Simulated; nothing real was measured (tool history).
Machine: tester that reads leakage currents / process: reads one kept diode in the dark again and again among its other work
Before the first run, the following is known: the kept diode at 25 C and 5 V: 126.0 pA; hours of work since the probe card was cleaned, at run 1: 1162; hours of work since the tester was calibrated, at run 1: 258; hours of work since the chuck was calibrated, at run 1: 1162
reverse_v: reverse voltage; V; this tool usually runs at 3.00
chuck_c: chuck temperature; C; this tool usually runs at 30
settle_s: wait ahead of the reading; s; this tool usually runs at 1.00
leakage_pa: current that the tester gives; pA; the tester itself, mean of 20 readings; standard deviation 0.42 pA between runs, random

run	hour	reverse_v	chuck_c	settle_s	hours of work since the probe card was cleaned	hours of work since the tester was calibrated	hours of work since the chuck was calibrated	leakage_pa
1	0.0	3.00	30	1.00	1162	258	1162	149.32
2	112.2	3.00	30	1.00	1214	310	1214	150.76
3	240.8	3.00	30	1.00	1273	370	1273	150.64
4	395.5	3.00	30	0.46	1345	442	1345	153.55
5	520.5	3.00	30	0.46	1403	500	1403	154.24
6	671.5	1.64	48	3.07	1474	570	1474	374.22
7	738.6	6.07	34	1.00	1505	601	1505	313.15
8	809.2	6.07	34	1.00	1537	634	1537	313.74
9	899.9	4.02	23	0.73	1580	676	1580	110.10
10	1053.5	3.00	33	8.95	1651	747	1651	191.97

5 options for the next run, each taken on its own from the tool as it stands now. Forecast them:
A	1159.3	4.42	33	3.63	1700	797	1700	?
B	1159.3	3.00	30	5.64	1700	797	1700	?
C	1159.3	2.87	39	0.35	1700	797	1700	?
D	1159.3	8.01	30	2.60	1700	797	1700	?
E	1159.3	10.78	33	8.95	1700	797	1700	?

run	leakage_pa
A	242.99
B	154.69
C	291.41
D	278.26
E	413.02
The same runs, with their run-to-run variation unchanged, on a tool lacking any hidden condition would have given:
run	leakage_pa
A	214.04
B	135.89
C	258.61
D	244.01
E	363.10
